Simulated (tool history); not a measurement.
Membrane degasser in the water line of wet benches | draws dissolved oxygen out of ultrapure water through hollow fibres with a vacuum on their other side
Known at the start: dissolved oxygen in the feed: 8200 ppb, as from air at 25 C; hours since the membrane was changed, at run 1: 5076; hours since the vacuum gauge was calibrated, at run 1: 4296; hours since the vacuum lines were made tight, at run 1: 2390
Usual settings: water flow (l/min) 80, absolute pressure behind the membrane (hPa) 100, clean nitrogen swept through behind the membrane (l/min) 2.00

run    hour  water flow (l/min)  absolute pressure behind the membrane (hPa)  clean nitrogen swept through behind the membrane (l/min)  hours since the membrane was changed  hours since the vacuum gauge was calibrated  hours since the vacuum lines were made tight  dissolved oxygen in the water behind the degasser (ppb)  pressure that the water loses in the fibres (hPa)
  1     0.0                  80                                          100                                                      2.00                                  5076                                         4296                                          2390                                                    557.3                                              704.5
  2   152.0                  80                                          100                                                      2.00                                  5228                                         4449                                          2542                                                    556.7                                              706.0
  3   231.6                  66                                          100                                                      2.00                                  5308                                         4528                                          2622                                                    465.5                                              585.6
  4   344.6                  80                                          100                                                      4.45                                  5421                                         4641                                          2735                                                    296.9                                              705.2
  5   429.6                  72                                          100                                                      4.45                                  5506                                         4726                                          2820                                                    271.0                                              634.8
  6   569.5                  80                                          100                                                      2.00                                  5646                                         4866                                          2959                                                    565.7                                              701.9
  7   660.2                 114                                          100                                                      2.00                                  5736                                         4957                                          3050                                                    769.5                                             1008.2
  8   745.6                 114                                          100                                                      2.00                                  5822                                         5042                                          3136                                                    766.8                                             1014.5
  9   807.0                 114                                          100                                                      2.00                                  5883                                         5103                                          3197                                                    753.2                                             1007.4
 10   952.6                 114                                          100                                                      2.00                                  6029                                         5249                                          3343                                                    776.9                                             1018.4
 11  1067.6                 114                                          100                                                      2.00                                  6144                                         5364                                          3458                                                    758.5                                             1013.6
     1077.9  -- vacuum gauge calibrated
 12  1166.9                 114                                          100                                                      2.00                                  6242                                           89                                          3556                                                    793.2                                             1016.6
 13  1242.4                  80                                          100                                                      2.00                                  6318                                          164                                          3632                                                    566.4                                              717.6
 14  1310.6                  80                                          100                                                      2.00                                  6386                                          233                                          3700                                                    577.8                                              712.3
 15  1462.7                  80                                          100                                                      0.93                                  6538                                          385                                          3852                                                    945.8                                              712.9
 16  1524.2                  80                                          100                                                      0.93                                  6600                                          446                                          3914                                                    962.4                                              712.9
 17  1667.0                  80                                          100                                                      0.93                                  6743                                          589                                          4057                                                    970.3                                              720.2
 18  1736.8                  88                                          100                                                      1.00                                  6812                                          659                                          4126                                                    986.2                                              790.2
     1751.8  -- vacuum gauge calibrated, once more
 19  1805.3                  88                                          100                                                      1.00                                  6880                                           54                                          4194                                                    921.8                                              789.8
 20  1870.1                  80                                           98                                                      4.70                                  6945                                          118                                          4259                                                    270.5                                              718.6
 21  1992.6                  80                                          190                                                      1.28                                  7068                                          241                                          4382                                                   1534.0                                              726.3
 22  2101.8                 122                                          100                                                      2.00                                  7177                                          350                                          4491                                                    777.5                                             1100.2
 23  2188.7                 102                                           88                                                      2.00                                  7264                                          437                                          4578                                                    563.7                                              927.0
 24  2322.3                  57                                           88                                                      1.11                                  7397                                          571                                          4711                                                    517.2                                              514.2
 25  2443.4                  57                                           88                                                      1.11                                  7519                                          692                                          4832                                                    523.6                                              516.9
 26  2508.8                  57                                          249                                                      2.19                                  7584                                          757                                          4898                                                   1069.0                                              517.8
 27  2575.1                  74                                           82                                                      1.37                                  7650                                          823                                          4964                                                    499.5                                              673.7
 28  2681.2                  94                                           94                                                      2.90                                  7756                                          929                                          5070                                                    443.4                                              853.7
 29  2824.2                  66                                          100                                                      2.00                                  7899                                         1072                                          5213                                                    451.7                                              603.3
 30  2892.1                  97                                          211                                                      1.62                                  7967                                         1140                                          5281                                                   1677.4                                              883.3
 31  2984.4                 109                                          159                                                      1.62                                  8060                                         1233                                          5373                                                   1392.9                                              999.2

How the hidden state differs across the entries between the runs, from the last listed run before each to the first after it:
Between runs 11 and 12: vacuum gauge calibrated (hour 1077.9)
  membrane still open, %: 92.7 -> 92.5; true pressure behind the membrane over the reading, kPa: 0.42 -> 0.49; air that leaks in behind the membrane, l/min: 0.0113 -> 0.0115
  measured less the result without the state, dissolved oxygen in the water behind the degasser (ppb): +56.4 -> +65.7; pressure that the water loses in the fibres (hPa): +74.4 -> +75.9
Between runs 18 and 19: vacuum gauge calibrated, once more (hour 1751.8)
  membrane still open, %: 91.9 -> 91.8; true pressure behind the membrane over the reading, kPa: 0.54 -> -0.03; air that leaks in behind the membrane, l/min: 0.0131 -> 0.0133
  measured less the result without the state, dissolved oxygen in the water behind the degasser (ppb): +72.8 -> +4.6; pressure that the water loses in the fibres (hPa): +64.1 -> +64.5
